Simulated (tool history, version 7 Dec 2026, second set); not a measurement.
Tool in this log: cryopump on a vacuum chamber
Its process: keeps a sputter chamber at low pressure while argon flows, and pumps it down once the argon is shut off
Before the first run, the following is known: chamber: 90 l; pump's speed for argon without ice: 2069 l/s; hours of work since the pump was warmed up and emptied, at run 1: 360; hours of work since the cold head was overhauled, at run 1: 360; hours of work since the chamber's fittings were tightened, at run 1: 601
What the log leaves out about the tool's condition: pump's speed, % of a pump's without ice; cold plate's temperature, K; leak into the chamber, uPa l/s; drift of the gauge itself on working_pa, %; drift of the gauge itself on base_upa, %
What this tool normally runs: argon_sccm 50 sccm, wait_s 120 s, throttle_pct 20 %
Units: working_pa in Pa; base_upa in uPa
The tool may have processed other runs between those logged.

run	hour	argon_sccm	wait_s	throttle_pct	hours of work since the pump was warmed up and emptied	hours of work since the cold head was overhauled	hours of work since the chamber's fittings were tightened	working_pa	base_upa
1	0	50	120	20	360	360	601	0.2122	0.48
2	13.1	50	68	20	367	367	607	0.2126	0.66
3	25.9	47	120	20	374	374	614	0.1985	0.5
4	38.9	47	120	20	380	380	621	0.1998	0.5
5	51.6	50	120	20	387	387	627	0.2134	0.52
6	67	50	228	46	395	395	635	0.0979	0.42
7	76.7	74	120	26	400	400	640	0.2455	0.49
8	86.1	74	120	26	405	405	645	0.2449	0.55
9	102.1	64	120	54	413	413	653	0.1089	0.49
10	110.3	50	213	57	417	417	658	0.0803	0.45

Alternative continuations, all from the tool just after run 10; predict every row:
A	127.6	32	60	45	426	426	667	?	?
B	127.6	30	26	31	426	426	667	?	?
C	127.6	27	93	36	426	426	667	?	?

run	working_pa	base_upa
A	0.0649	0.75
B	0.0838	1.4
C	0.0659	0.6
Without the tool's hidden state the same runs would have given:
run	working_pa	base_upa
A	0.0589	0.59
B	0.0782	1.23
C	0.0609	0.44

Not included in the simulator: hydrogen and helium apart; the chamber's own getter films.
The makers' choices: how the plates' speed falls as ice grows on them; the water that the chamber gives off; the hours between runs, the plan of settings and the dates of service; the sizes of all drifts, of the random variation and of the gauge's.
